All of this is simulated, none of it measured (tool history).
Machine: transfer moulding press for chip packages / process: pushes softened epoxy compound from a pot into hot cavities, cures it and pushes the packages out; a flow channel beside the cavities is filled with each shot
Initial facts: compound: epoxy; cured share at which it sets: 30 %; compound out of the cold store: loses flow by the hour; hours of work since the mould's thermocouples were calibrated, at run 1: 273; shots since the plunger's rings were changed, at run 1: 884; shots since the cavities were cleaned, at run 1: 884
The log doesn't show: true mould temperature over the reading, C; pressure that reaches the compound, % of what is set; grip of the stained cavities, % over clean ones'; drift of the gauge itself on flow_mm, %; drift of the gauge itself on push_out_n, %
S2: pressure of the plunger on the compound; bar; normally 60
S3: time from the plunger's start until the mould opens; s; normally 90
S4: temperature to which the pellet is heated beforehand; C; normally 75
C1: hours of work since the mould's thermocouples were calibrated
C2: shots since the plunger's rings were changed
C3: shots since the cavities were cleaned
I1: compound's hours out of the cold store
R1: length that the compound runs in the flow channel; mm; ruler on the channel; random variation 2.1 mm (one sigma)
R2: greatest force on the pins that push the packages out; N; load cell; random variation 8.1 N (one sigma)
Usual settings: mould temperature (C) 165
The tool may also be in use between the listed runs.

{"run": 1, "hour": 0.0, "mould temperature (C)": 165, "S2": 60, "S3": 90, "S4": 75, "C1": 273, "C2": 884, "C3": 884, "I1": 37.5, "R1": 539, "R2": 358}
{"run": 2, "hour": 8.4, "mould temperature (C)": 165, "S2": 60, "S3": 90, "S4": 74, "C1": 279, "C2": 990, "C3": 990, "I1": 26.8, "R1": 561, "R2": 365}
{"hour": 11.6, "done": "cavities cleaned with cleaning compound and waxed"}
{"run": 3, "hour": 22.8, "mould temperature (C)": 165, "S2": 73, "S3": 90, "S4": 75, "C1": 288, "C2": 1154, "C3": 142, "I1": 44.3, "R1": 572, "R2": 354}
{"run": 4, "hour": 32.8, "mould temperature (C)": 165, "S2": 73, "S3": 90, "S4": 75, "C1": 295, "C2": 1281, "C3": 269, "I1": 10.9, "R1": 665, "R2": 354}
{"run": 5, "hour": 44.2, "mould temperature (C)": 165, "S2": 73, "S3": 90, "S4": 75, "C1": 303, "C2": 1426, "C3": 414, "I1": 13.5, "R1": 655, "R2": 367}
{"run": 6, "hour": 54.4, "mould temperature (C)": 165, "S2": 73, "S3": 90, "S4": 75, "C1": 310, "C2": 1555, "C3": 543, "I1": 31, "R1": 609, "R2": 365}
{"run": 7, "hour": 61.2, "mould temperature (C)": 165, "S2": 73, "S3": 90, "S4": 75, "C1": 315, "C2": 1642, "C3": 630, "I1": 22.2, "R1": 634, "R2": 357}
{"run": 8, "hour": 69.1, "mould temperature (C)": 165, "S2": 73, "S3": 90, "S4": 75, "C1": 320, "C2": 1742, "C3": 730, "I1": 34.8, "R1": 594, "R2": 358}
{"run": 9, "hour": 77.2, "mould temperature (C)": 165, "S2": 73, "S3": 90, "S4": 75, "C1": 326, "C2": 1845, "C3": 833, "I1": 42.5, "R1": 581, "R2": 375}
{"run": 10, "hour": 87.3, "mould temperature (C)": 165, "S2": 73, "S3": 90, "S4": 75, "C1": 333, "C2": 1974, "C3": 962, "I1": 23.6, "R1": 628, "R2": 374}
{"hour": 92.3, "done": "cavities cleaned with cleaning compound and waxed"}
{"run": 11, "hour": 97.4, "mould temperature (C)": 165, "S2": 49, "S3": 90, "S4": 75, "C1": 339, "C2": 2083, "C3": 65, "I1": 15.6, "R1": 534, "R2": 362}
{"run": 12, "hour": 104.5, "mould temperature (C)": 165, "S2": 68, "S3": 116, "S4": 75, "C1": 344, "C2": 2173, "C3": 155, "I1": 21, "R1": 616, "R2": 329}
{"run": 13, "hour": 112.3, "mould temperature (C)": 165, "S2": 68.9, "S3": 91, "S4": 69, "C1": 350, "C2": 2272, "C3": 254, "I1": 24.4, "R1": 611, "R2": 364}
{"run": 14, "hour": 121.4, "mould temperature (C)": 165, "S2": 68.9, "S3": 91, "S4": 69, "C1": 356, "C2": 2387, "C3": 369, "I1": 36.3, "R1": 579, "R2": 375}
{"run": 15, "hour": 126.9, "mould temperature (C)": 165, "S2": 72.9, "S3": 90, "S4": 75, "C1": 360, "C2": 2458, "C3": 440, "I1": 34.4, "R1": 600, "R2": 361}
{"run": 16, "hour": 139.5, "mould temperature (C)": 166, "S2": 48.6, "S3": 120, "S4": 73, "C1": 369, "C2": 2618, "C3": 600, "I1": 44.5, "R1": 466, "R2": 323}
{"run": 17, "hour": 147.0, "mould temperature (C)": 165, "S2": 73.3, "S3": 75, "S4": 75, "C1": 374, "C2": 2713, "C3": 695, "I1": 25.1, "R1": 628, "R2": 441}
{"run": 18, "hour": 153.9, "mould temperature (C)": 165, "S2": 69.7, "S3": 89, "S4": 67, "C1": 379, "C2": 2800, "C3": 782, "I1": 27.9, "R1": 606, "R2": 364}

Predict each of these 4 candidate next runs independently; none follows another, all start after run 18:
{"run": "A", "hour": 162.5, "mould temperature (C)": 170, "S2": 51.5, "S3": 106, "S4": 67, "C1": 385, "C2": 2909, "C3": 891, "I1": 10.3, "R1": "?", "R2": "?"}
{"run": "B", "hour": 162.5, "mould temperature (C)": 165, "S2": 60, "S3": 92, "S4": 75, "C1": 385, "C2": 2909, "C3": 891, "I1": 26.6, "R1": "?", "R2": "?"}
{"run": "C", "hour": 162.5, "mould temperature (C)": 165, "S2": 59, "S3": 84, "S4": 71, "C1": 385, "C2": 2909, "C3": 891, "I1": 21.2, "R1": "?", "R2": "?"}
{"run": "D", "hour": 162.5, "mould temperature (C)": 167, "S2": 60, "S3": 90, "S4": 84, "C1": 385, "C2": 2909, "C3": 891, "I1": 27.5, "R1": "?", "R2": "?"}

run=A R1=555 R2=326
run=B R1=567 R2=339
run=C R1=571 R2=392
run=D R1=560 R2=335
Without the tool's hidden state the same runs would have given:
run=A R1=556 R2=324
run=B R1=567 R2=336
run=C R1=571 R2=388
run=D R1=560 R2=332
